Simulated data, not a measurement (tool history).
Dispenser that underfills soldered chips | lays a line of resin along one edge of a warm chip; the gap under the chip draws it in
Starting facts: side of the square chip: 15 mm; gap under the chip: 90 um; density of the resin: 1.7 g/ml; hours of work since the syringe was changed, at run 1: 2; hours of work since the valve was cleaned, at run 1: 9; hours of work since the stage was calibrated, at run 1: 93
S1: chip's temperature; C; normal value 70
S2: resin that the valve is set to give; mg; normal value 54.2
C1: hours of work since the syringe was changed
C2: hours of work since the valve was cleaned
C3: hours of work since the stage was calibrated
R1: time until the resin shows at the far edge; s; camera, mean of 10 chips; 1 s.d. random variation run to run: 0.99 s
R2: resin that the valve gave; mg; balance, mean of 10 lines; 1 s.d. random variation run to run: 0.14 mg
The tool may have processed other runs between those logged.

run	hour	S1	S2	C1	C2	C3	R1	R2
1	0	70	54.2	2	9	93	100	54.38
2	3.5	70	54.2	4	11	95	113.1	54.39
# hour 5.9: new syringe of resin
3	8.9	70	54.2	2	15	98	99.8	54.2
# hour 14: new syringe of resin
4	14.3	70	54.2	0	19	102	92.9	54.09
5	20.2	70	54.2	4	23	106	113.3	53.91
# hour 21.7: new syringe of resin
6	23.5	70	54.2	1	25	108	98.4	53.92
# hour 29.4: new syringe of resin
7	30.1	70	54.2	1	29	113	94.9	53.55
8	33	69	54.2	2	31	114	106.4	53.73
9	35.8	70	54.2	4	33	116	112.9	53.67
# hour 37.1: new syringe of resin
10	38.9	84	54.2	1	35	118	65.2	53.82
11	42.2	70	65.7	4	37	121	106.6	65
# hour 45: new syringe of resin
12	47.1	70	65.7	1	40	124	99.3	64.91
13	51.8	70	65.7	5	44	127	112.1	65
# hour 52.7: new syringe of resin
14	55	55	54.2	2	46	129	158.3	53.6
15	59.8	55	54.2	5	49	132	184.8	53.53
# hour 60.5: new syringe of resin
16	65.9	55	54.2	4	53	136	178.8	53.41
# hour 68.3: new syringe of resin
17	72.7	55	54.2	3	57	141	169.5	53.46
# hour 76.1: new syringe of resin
18	77.2	55	54.2	1	60	144	151.7	53.21
19	83	68	54.1	5	64	148	124.6	52.94
# hour 83.7: new syringe of resin
20	89.1	70	55	4	68	152	110.3	53.85
# hour 91.4: new syringe of resin
21	95.5	84	54.2	3	73	156	72	52.57
# hour 99.3: new syringe of resin
22	99.3	77	50.4	0	75	158	75.6	49.35
23	105.3	81	55.7	4	79	163	81.8	54.17
# hour 107.2: new syringe of resin
24	111.9	70	70.1	3	83	167	105.1	68.6
# hour 114.9: new syringe of resin
25	118.4	59	57.3	2	88	171	141.6	55.5
# hour 122.7: new syringe of resin
26	124.2	72	49.7	1	92	175	91.2	48.1
# hour 130.4: new syringe of resin
27	130.4	72	49.7	0	96	179	88.3	48.25
28	134.9	79	67	3	99	182	82.1	64.85
# hour 138: new syringe of resin
29	138	55	54	0	101	184	148.2	52.15
30	142.8	80	51.8	3	104	187	81	49.86
# hour 146.2: new syringe of resin
31	146.3	60	64.5	0	106	190	125.4	62.25
32	151.9	70	59	4	110	193	110.6	56.62
# hour 153.8: new syringe of resin
33	156.6	70	69.9	2	113	197	100.5	67.28
34	159.4	71	58.4	4	115	198	106.5	56.07
# hour 161.7: new syringe of resin
35	165.3	66	60.2	3	119	202	116.2	57.68

Below are 4 alternative next runs, each starting from the tool's condition after run 35. Predict each:
A	168.2	61	55.1	5	121	204	?	?
B	168.2	70	52.6	5	121	204	?	?
C	168.2	72	60.2	5	121	204	?	?
D	168.2	73	68.6	5	121	204	?	?

run	R1	R2
A	149.4	52.83
B	115	50.32
C	108.5	57.88
D	102	65.53
Without the tool's hidden state the same runs would have given:
run	R1	R2
A	122.5	55.13
B	94	52.51
C	89.1	60.4
D	83.8	68.39
